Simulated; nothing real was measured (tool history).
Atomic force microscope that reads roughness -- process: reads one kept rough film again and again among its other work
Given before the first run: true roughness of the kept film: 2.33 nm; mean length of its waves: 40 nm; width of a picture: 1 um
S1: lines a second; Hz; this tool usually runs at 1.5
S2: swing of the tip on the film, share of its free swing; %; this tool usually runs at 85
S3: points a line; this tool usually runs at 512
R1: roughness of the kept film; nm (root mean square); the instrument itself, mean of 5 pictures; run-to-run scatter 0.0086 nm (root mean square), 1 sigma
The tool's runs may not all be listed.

run,hour,S1,S2,S3,R1
1,0,1.5,85,512,1.879
2,10.7,1.5,85,512,1.86
3,22.8,1.5,85,512,1.82
4,33.8,1.5,85,512,1.801
5,46.2,1.5,85,512,1.747
6,54.1,3.99,85,512,1.38
7,64.4,3.99,85,512,1.363
8,71.8,2.16,85,512,1.585
# hour 82.1: new tip fitted
9,82.1,2.16,85,512,1.78
10,96.1,1.63,85,512,1.815
11,103.1,1.63,85,512,1.819
12,113.6,1.51,56,340,2.039
13,122.4,1.51,56,340,2.01
14,132.8,3.39,83,962,1.518
15,142.2,0.6,86,472,1.88
16,148.8,1.5,76,512,1.787
17,155,0.66,65,375,1.923
18,164.4,1.98,66,412,1.793
# hour 168.8: new tip fitted
19,176.6,1.98,56,328,2.094
20,184.6,3.84,56,328,2.006

Run 21, settings as shown, results not yet in. Your forecast:
21,194.1,0.55,56,328,?

{"run 21": {"R1": 2.091}}
Minus the tool's unlogged condition, the same run would have read R1 2.19 nm (root mean square).

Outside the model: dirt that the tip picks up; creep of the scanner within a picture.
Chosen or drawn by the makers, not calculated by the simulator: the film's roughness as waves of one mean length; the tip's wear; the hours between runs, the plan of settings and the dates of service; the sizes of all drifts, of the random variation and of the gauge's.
